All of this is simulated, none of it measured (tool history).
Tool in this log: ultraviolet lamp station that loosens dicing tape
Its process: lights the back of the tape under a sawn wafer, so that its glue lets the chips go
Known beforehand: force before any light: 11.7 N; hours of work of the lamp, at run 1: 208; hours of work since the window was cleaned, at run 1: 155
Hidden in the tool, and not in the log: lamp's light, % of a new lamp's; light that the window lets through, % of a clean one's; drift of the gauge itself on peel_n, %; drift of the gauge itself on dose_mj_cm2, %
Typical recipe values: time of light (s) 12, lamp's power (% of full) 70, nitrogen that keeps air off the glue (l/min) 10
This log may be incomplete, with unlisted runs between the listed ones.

| run | hour | time of light (s) | lamp's power (% of full) | nitrogen that keeps air off the glue (l/min) | hours of work of the lamp | hours of work since the window was cleaned | force that peels the tape off (N) | light that reached the tape (J/m2) |
|---|---|---|---|---|---|---|---|---|
| 1 | 0.0 | 12 | 70 | 10 | 208 | 155 | 1.546 | 4330 |
| 2 | 8.6 | 12 | 70 | 10 | 214 | 161 | 1.539 | 4390 |
| 3 | 15.5 | 12 | 70 | 10 | 219 | 166 | 1.560 | 4360 |
| 4 | 24.8 | 12 | 70 | 10 | 226 | 173 | 1.541 | 4350 |
| 5 | 29.2 | 12 | 70 | 10 | 229 | 176 | 1.556 | 4420 |
| 6 | 36.6 | 12 | 70 | 10 | 235 | 182 | 1.517 | 4240 |
| 7 | 44.2 | 12 | 70 | 10 | 240 | 187 | 1.583 | 4390 |
| 8 | 49.4 | 12 | 70 | 10 | 244 | 191 | 1.612 | 4320 |
| 9 | 56.7 | 12 | 70 | 10 | 249 | 196 | 1.550 | 4260 |
| 10 | 65.7 | 12 | 70 | 10 | 256 | 203 | 1.571 | 4320 |
| 11 | 71.4 | 12 | 70 | 10 | 260 | 207 | 1.567 | 4300 |
| 12 | 76.3 | 12 | 70 | 10 | 264 | 211 | 1.542 | 4370 |
| 13 | 81.7 | 12 | 70 | 10 | 268 | 215 | 1.615 | 4270 |
| 14 | 87.7 | 12 | 70 | 10 | 272 | 219 | 1.594 | 4320 |
| 15 | 95.6 | 12 | 70 | 10 | 278 | 225 | 1.570 | 4270 |
| 16 | 101.0 | 12 | 70 | 10 | 282 | 229 | 1.586 | 4250 |
| 17 | 108.4 | 12 | 70 | 10 | 287 | 234 | 1.594 | 4230 |
| 18 | 116.2 | 12 | 70 | 10 | 293 | 240 | 1.584 | 4240 |
| 19 | 122.3 | 12 | 70 | 10 | 298 | 245 | 1.648 | 4250 |
| 20 | 130.8 | 12 | 70 | 10 | 304 | 251 | 1.732 | 4270 |
| 21 | 136.4 | 12 | 70 | 10 | 308 | 255 | 1.590 | 4210 |
| 22 | 142.7 | 12 | 70 | 10 | 313 | 260 | 1.684 | 4290 |
| 23 | 148.8 | 13 | 86 | 10 | 317 | 264 | 0.862 | 5620 |
| 24 | 153.0 | 7 | 95 | 7 | 320 | 267 | 2.840 | 3370 |
| 25 | 159.2 | 12 | 73 | 5 | 325 | 272 | 2.167 | 4430 |
| 26 | 167.5 | 12 | 73 | 5 | 331 | 278 | 2.165 | 4370 |
| 27 | 172.8 | 23 | 98 | 10 | 335 | 282 | 0.150 | 11320 |
| 28 | 177.0 | 12 | 83 | 8 | 338 | 285 | 1.408 | 5010 |
| 29 | 181.6 | 12 | 83 | 8 | 341 | 288 | 1.317 | 4950 |
| 30 | 189.2 | 13 | 86 | 4 | 347 | 294 | 1.597 | 5570 |
| 31 | 195.8 | 7 | 74 | 8 | 352 | 299 | 3.885 | 2520 |
| 32 | 204.4 | 9 | 75 | 10 | 358 | 305 | 2.463 | 3320 |
| 33 | 208.6 | 12 | 72 | 3 | 361 | 308 | 2.836 | 4290 |
| 34 | 215.6 | 16 | 94 | 8 | 366 | 313 | 0.506 | 7350 |
| 35 | 222.5 | 16 | 94 | 8 | 371 | 318 | 0.509 | 7380 |
| 36 | 231.0 | 20 | 78 | 9 | 377 | 325 | 0.436 | 7590 |
| 37 | 236.4 | 6 | 73 | 6 | 381 | 329 | 4.870 | 2160 |
| 38 | 245.4 | 19 | 96 | 5 | 388 | 335 | 0.457 | 8950 |
| 39 | 252.5 | 19 | 96 | 5 | 393 | 340 | 0.458 | 8830 |
| 40 | 258.8 | 19 | 96 | 5 | 398 | 345 | 0.460 | 8880 |
| 41 | 262.6 | 7 | 92 | 10 | 401 | 348 | 2.754 | 3120 |
| 42 | 268.5 | 18 | 80 | 6 | 405 | 352 | 0.755 | 7040 |

Alternative continuations, all from the tool just after run 42; predict every row:
| A | 272.4 | 12 | 64 | 10 | 408 | 355 | ? | ? |
| B | 272.4 | 10 | 89 | 12 | 408 | 355 | ? | ? |
| C | 272.4 | 7 | 80 | 13 | 408 | 355 | ? | ? |

| run | force that peels the tape off (N) | light that reached the tape (J/m2) |
|---|---|---|
| A | 2.069 | 3760 |
| B | 1.495 | 4350 |
| C | 3.096 | 2760 |
The same runs, with their run-to-run variation unchanged, on a tool lacking any hidden condition would have given:
| run | force that peels the tape off (N) | light that reached the tape (J/m2) |
|---|---|---|
| A | 1.535 | 4420 |
| B | 1.050 | 5120 |
| C | 2.446 | 3250 |
